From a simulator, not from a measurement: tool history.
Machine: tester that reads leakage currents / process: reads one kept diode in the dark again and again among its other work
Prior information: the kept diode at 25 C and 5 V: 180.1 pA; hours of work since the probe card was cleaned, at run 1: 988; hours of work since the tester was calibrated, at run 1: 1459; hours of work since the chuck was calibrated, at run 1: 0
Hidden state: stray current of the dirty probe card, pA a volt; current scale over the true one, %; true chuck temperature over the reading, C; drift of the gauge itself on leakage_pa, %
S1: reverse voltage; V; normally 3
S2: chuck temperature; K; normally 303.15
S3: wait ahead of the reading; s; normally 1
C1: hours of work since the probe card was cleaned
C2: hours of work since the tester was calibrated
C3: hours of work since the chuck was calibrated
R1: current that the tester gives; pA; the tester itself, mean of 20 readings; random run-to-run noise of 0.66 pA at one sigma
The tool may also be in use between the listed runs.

{"run": 1, "day": 0.0, "S1": 3, "S2": 303.15, "S3": 1, "C1": 988, "C2": 1459, "C3": 0, "R1": 221.67}
{"run": 2, "day": 3.2, "S1": 3, "S2": 298.15, "S3": 1, "C1": 1023, "C2": 1494, "C3": 35, "R1": 139.58}
{"run": 3, "day": 6.517, "S1": 3, "S2": 303.15, "S3": 1, "C1": 1060, "C2": 1531, "C3": 71, "R1": 219.96}
{"run": 4, "day": 10.729, "S1": 3, "S2": 303.15, "S3": 1, "C1": 1106, "C2": 1577, "C3": 117, "R1": 217.87}
{"run": 5, "day": 14.133, "S1": 3, "S2": 303.15, "S3": 1, "C1": 1143, "C2": 1614, "C3": 155, "R1": 217.03}
{"run": 6, "day": 17.275, "S1": 3, "S2": 303.15, "S3": 1, "C1": 1177, "C2": 1648, "C3": 189, "R1": 215.93}
{"run": 7, "day": 21.038, "S1": 3, "S2": 303.15, "S3": 1, "C1": 1219, "C2": 1690, "C3": 230, "R1": 214.88}
{"run": 8, "day": 24.442, "S1": 3, "S2": 303.15, "S3": 2.37, "C1": 1256, "C2": 1727, "C3": 268, "R1": 214.01}
{"run": 9, "day": 29.479, "S1": 3, "S2": 303.15, "S3": 2.37, "C1": 1311, "C2": 1782, "C3": 323, "R1": 212.54}
{"run": 10, "day": 32.179, "S1": 3, "S2": 303.15, "S3": 2.37, "C1": 1341, "C2": 1812, "C3": 352, "R1": 210.66}
{"run": 11, "day": 34.683, "S1": 3, "S2": 303.15, "S3": 2.37, "C1": 1368, "C2": 1839, "C3": 380, "R1": 210.02}
{"run": 12, "day": 39.242, "S1": 3, "S2": 303.15, "S3": 1, "C1": 1418, "C2": 1889, "C3": 430, "R1": 208.6}
{"run": 13, "day": 41.754, "S1": 1.45, "S2": 317.15, "S3": 8.33, "C1": 1445, "C2": 1916, "C3": 457, "R1": 481.65}
{"run": 14, "day": 47.15, "S1": 17.99, "S2": 309.15, "S3": 1, "C1": 1504, "C2": 1975, "C3": 516, "R1": 945.28}
{"run": 15, "day": 50.3, "S1": 6.6, "S2": 303.15, "S3": 9.37, "C1": 1539, "C2": 2010, "C3": 551, "R1": 314.52}
{"run": 16, "day": 53.104, "S1": 6.6, "S2": 303.15, "S3": 9.37, "C1": 1570, "C2": 2041, "C3": 581, "R1": 313.47}
{"run": 17, "day": 55.425, "S1": 6.6, "S2": 303.15, "S3": 9.37, "C1": 1595, "C2": 2066, "C3": 607, "R1": 313.38}
{"run": 18, "day": 60.15, "S1": 8.3, "S2": 303.15, "S3": 2.71, "C1": 1647, "C2": 2118, "C3": 658, "R1": 350.16}
{"run": 19, "day": 63.079, "S1": 8.3, "S2": 303.15, "S3": 2.71, "C1": 1679, "C2": 2150, "C3": 690, "R1": 351.43}
{"run": 20, "day": 66.596, "S1": 5.92, "S2": 294.15, "S3": 1, "C1": 1717, "C2": 2188, "C3": 729, "R1": 126.47}
{"run": 21, "day": 71.083, "S1": 5.92, "S2": 294.15, "S3": 1, "C1": 1766, "C2": 2237, "C3": 778, "R1": 125.37}
{"run": 22, "day": 73.954, "S1": 5.92, "S2": 294.15, "S3": 1, "C1": 1798, "C2": 2269, "C3": 809, "R1": 124.61}
{"run": 23, "day": 77.342, "S1": 5.92, "S2": 320.15, "S3": 2.55, "C1": 1835, "C2": 2306, "C3": 847, "R1": 1257.82}

3 ways to go on from here, each from the tool as it stands after run 23. What would each give?
{"run": "A", "day": 81.171, "S1": 3.14, "S2": 320.15, "S3": 0.52, "C1": 1877, "C2": 2348, "C3": 888, "R1": "?"}
{"run": "B", "day": 81.171, "S1": 2.71, "S2": 303.15, "S3": 0.89, "C1": 1877, "C2": 2348, "C3": 888, "R1": "?"}
{"run": "C", "day": 81.171, "S1": 6.88, "S2": 320.15, "S3": 2.55, "C1": 1877, "C2": 2348, "C3": 888, "R1": "?"}

run=A R1=886
run=B R1=184.29
run=C R1=1359.07
With the hidden condition removed and each run's random variation left untouched, the same runs would have given:
run=A R1=999.4
run=B R1=207.84
run=C R1=1530.68
